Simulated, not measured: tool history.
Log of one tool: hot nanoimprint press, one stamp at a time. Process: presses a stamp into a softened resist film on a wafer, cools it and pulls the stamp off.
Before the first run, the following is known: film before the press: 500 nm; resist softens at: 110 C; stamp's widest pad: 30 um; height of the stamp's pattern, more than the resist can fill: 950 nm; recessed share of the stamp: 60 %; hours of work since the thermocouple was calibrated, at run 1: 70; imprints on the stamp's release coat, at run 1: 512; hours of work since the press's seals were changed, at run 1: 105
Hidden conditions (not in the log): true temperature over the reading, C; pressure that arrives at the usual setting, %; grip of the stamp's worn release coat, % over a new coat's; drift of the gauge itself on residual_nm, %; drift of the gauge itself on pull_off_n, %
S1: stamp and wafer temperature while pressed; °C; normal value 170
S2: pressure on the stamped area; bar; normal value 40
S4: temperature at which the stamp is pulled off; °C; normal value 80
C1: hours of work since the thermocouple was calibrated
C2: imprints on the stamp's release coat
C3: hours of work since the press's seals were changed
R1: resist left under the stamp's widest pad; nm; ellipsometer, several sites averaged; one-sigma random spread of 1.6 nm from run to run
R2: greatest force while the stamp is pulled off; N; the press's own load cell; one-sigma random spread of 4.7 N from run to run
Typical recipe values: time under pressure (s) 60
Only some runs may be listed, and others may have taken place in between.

Run 1, hour 0: usual settings; C1 70; C2 512; C3 105. Result: R1 250 nm, R2 233 N.
Run 2, hour 18: usual settings; C1 77; C2 555; C3 113. Result: R1 251.8 nm, R2 222 N.
Run 3, hour 31.6: usual settings; C1 83; C2 588; C3 118. Result: R1 254 nm, R2 232 N.
Run 4, hour 46.8: usual settings; C1 90; C2 624; C3 125. Result: R1 248.5 nm, R2 227 N.
Run 5, hour 65.5: usual settings; C1 98; C2 669; C3 133. Result: R1 251.1 nm, R2 232 N.
Run 6, hour 73.9: usual settings; C1 101; C2 689; C3 137. Result: R1 250.2 nm, R2 228 N.
Run 7, hour 85.4: usual settings but S2 35.3 bar; C1 106; C2 716; C3 141. Result: R1 264.8 nm, R2 233 N.
Run 8, hour 103: usual settings but S1 174 °C, S4 87 °C; C1 114; C2 758; C3 149. Result: R1 212.8 nm, R2 215 N.
Run 9, hour 118.9: usual settings but S1 164 °C, time under pressure (s) 36, S4 74 °C; C1 121; C2 796; C3 156. Result: R1 355.8 nm, R2 242 N.
Run 10, hour 130.8: usual settings but S1 160 °C, S2 60 bar, time under pressure (s) 36, S4 79 °C; C1 126; C2 824; C3 161. Result: R1 360.7 nm, R2 237 N.
Run 11, hour 147.1: usual settings but S1 160 °C, S2 60 bar, time under pressure (s) 36, S4 79 °C; C1 133; C2 863; C3 168. Result: R1 362.9 nm, R2 226 N.
Run 12, hour 157.7: usual settings but S1 175 °C, S4 71 °C; C1 137; C2 888; C3 172. Result: R1 203.6 nm, R2 252 N.
Run 13, hour 168.9: usual settings but S1 168 °C, S4 88 °C; C1 142; C2 915; C3 177. Result: R1 271.6 nm, R2 214 N.
Run 14, hour 179.1: usual settings but S1 167 °C, S2 57.8 bar, S4 77 °C; C1 146; C2 939; C3 182. Result: R1 241.2 nm, R2 235 N.

Each row is a separate what-if for the run after 14, all from the same tool condition, not one after another. Results?
Run A, hour 191: usual settings but S1 165 °C, S2 57.8 bar, S4 77 °C; C1 151; C2 968; C3 187. Result: R1 ?, R2 ?.
Run B, hour 191: usual settings but S1 167 °C, S2 57.8 bar, S4 75 °C; C1 151; C2 968; C3 187. Result: R1 ?, R2 ?.
Run C, hour 191: usual settings but S1 167 °C, S2 24.3 bar, time under pressure (s) 41, S4 69 °C; C1 151; C2 968; C3 187. Result: R1 ?, R2 ?.

run     R1   R2
  A  261.8  237
  B  242.8  244
  C  374.5  252
Without the tool's hidden state the same runs would have given:
run     R1   R2
  A  261.4  236
  B  242.4  243
  C  374.1  251
